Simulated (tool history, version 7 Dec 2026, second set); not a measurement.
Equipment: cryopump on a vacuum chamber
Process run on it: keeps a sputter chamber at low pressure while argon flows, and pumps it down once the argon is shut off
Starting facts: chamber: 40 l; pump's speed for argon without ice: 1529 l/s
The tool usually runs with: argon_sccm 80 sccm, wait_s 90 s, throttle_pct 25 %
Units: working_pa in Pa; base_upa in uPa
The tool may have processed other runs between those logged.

run,hour,argon_sccm,wait_s,throttle_pct,working_pa,base_upa
1,0,80,90,25,0.3736,1.45
2,20.1,80,90,25,0.3764,1.44
# hour 42.3: pump warmed up, emptied and cooled again
3,50.2,80,90,25,0.3557,1.24
4,90.7,80,90,57,0.1568,1.29
5,115.6,80,90,57,0.1588,1.32
6,156.3,80,52,25,0.3561,1.66
7,174.4,80,52,25,0.358,1.73
8,195.9,80,52,25,0.3582,1.74
9,226.6,80,52,25,0.3591,1.79
10,250.4,80,90,30,0.2964,1.35
11,270.9,80,90,30,0.3005,1.4
12,301.8,80,90,30,0.3032,1.32
13,332.9,80,90,25,0.3602,1.43
14,352.1,80,286,25,0.3571,1
15,378.5,80,90,25,0.3619,1.42
16,396.9,80,90,22,0.4097,1.43
17,425.7,80,23,47,0.1957,3.01
18,450.4,80,23,47,0.195,3.14
19,491.1,80,90,47,0.1973,1.47
20,532.7,61,90,18,0.3807,1.47
21,573,37,64,27,0.1559,1.72
22,606.8,110,104,34,0.375,1.46
23,643.2,41,55,34,0.141,1.93
24,667.3,80,218,25,0.3645,1.16
25,691.7,38,91,20,0.2159,1.5
26,710.3,38,49,40,0.1109,2.05
27,742.2,96,161,18,0.6059,1.28
28,770.9,96,161,18,0.6067,1.33
29,789.2,93,224,19,0.5608,1.2

Consider 4 possible next runs. They are alternatives, not a sequence: every one starts from the tool as it was left by run 29. What does each give?
A,807.7,136,250,25,?,?
B,807.7,35,29,42,?,?
C,807.7,68,44,25,?,?
D,807.7,52,73,26,?,?

run,working_pa,base_upa
A,0.6302,1.21
B,0.0993,2.74
C,0.3141,2.15
D,0.2322,1.74
With no hidden state in the tool, these same runs would have given:
run,working_pa,base_upa
A,0.6029,0.38
B,0.0923,1.92
C,0.3004,1.33
D,0.2217,0.88
